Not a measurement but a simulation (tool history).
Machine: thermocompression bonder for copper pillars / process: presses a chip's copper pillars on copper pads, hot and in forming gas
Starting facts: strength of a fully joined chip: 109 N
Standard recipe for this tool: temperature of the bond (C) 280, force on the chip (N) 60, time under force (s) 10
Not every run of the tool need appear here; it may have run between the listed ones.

run	hour	temperature of the bond (C)	force on the chip (N)	time under force (s)	force that shears a chip off (N)
1	0	280	60	10	48.3
2	21.1	280	60	10	48.4
3	39.3	280	60	27	67.5
4	61.4	304	60	10	61.8
5	83.7	280	48	10	39.5
6	104.3	280	48	10	39.6
7	115.3	279	47	10	37.9
8	128.9	279	47	10	38.2
9	150.2	279	47	10	37.9
10	161.3	305	40	5	33

Branching from run 10: 4 alternative next runs. What would each branch give?
A	175.7	295	76	13	?
B	175.7	294	77	14	?
C	175.7	303	40	28	?
D	175.7	302	48	18	?

run	force that shears a chip off (N)
A	71.6
B	73.2
C	61.1
D	59.9
Stripped of hidden state, with their random variation kept, the same runs would have yielded:
run	force that shears a chip off (N)
A	72.4
B	74
C	61.7
D	60.5

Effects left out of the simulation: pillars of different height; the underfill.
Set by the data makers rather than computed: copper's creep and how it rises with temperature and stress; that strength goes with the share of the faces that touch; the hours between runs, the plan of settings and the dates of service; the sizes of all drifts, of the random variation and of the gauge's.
